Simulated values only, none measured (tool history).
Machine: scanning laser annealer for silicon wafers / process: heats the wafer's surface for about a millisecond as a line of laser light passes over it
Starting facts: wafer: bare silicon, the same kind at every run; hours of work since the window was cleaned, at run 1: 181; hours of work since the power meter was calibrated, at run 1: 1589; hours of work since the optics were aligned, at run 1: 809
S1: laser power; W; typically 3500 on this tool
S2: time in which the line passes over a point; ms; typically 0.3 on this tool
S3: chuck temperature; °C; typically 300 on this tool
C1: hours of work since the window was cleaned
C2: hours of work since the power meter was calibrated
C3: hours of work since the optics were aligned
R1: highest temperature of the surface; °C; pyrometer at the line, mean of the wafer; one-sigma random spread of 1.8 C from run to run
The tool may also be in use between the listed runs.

run,hour,S1,S2,S3,C1,C2,C3,R1
1,0,3500,0.3,300,181,1589,809,1012
2,29.8,3500,0.3,300,202,1610,831,1009
3,62,3500,0.3,300,225,1633,854,1008
# hour 86.5: optics aligned, line set to its width
4,119.4,3500,0.3,300,263,1671,23,1014
5,151.8,3500,0.3,300,286,1694,47,1011
6,199.1,3500,0.3,300,320,1728,80,1005
# hour 204.6: window over the wafer cleaned
7,253,3500,0.3,300,35,1765,117,1036
8,304.8,3500,0.3,300,72,1802,154,1034
9,358.7,3500,0.3,338,110,1840,193,1063
10,398.4,3500,0.222,300,138,1868,221,927
11,453.9,3500,0.3,300,178,1908,261,1017
12,512.5,3500,0.3,300,220,1950,302,1009
13,563.3,3500,0.35,300,256,1986,339,1057
14,598.2,3500,0.262,300,281,2011,364,957
15,644.4,3040,0.3,300,314,2044,397,897
# hour 659.9: window over the wafer cleaned
16,674.3,3233,0.364,300,10,2064,417,1039
17,716.4,3803,0.262,325,40,2094,447,1074
18,760.5,3590,0.3,282,72,2125,478,1029

Estimate the outcome of run 19 from the log above:
19,793.8,3500,0.3,323,96,2149,502,?

{"run 19": {"R1": 1047}}
Had the tool carried no hidden state, the very same run would have given R1 1080 °C.
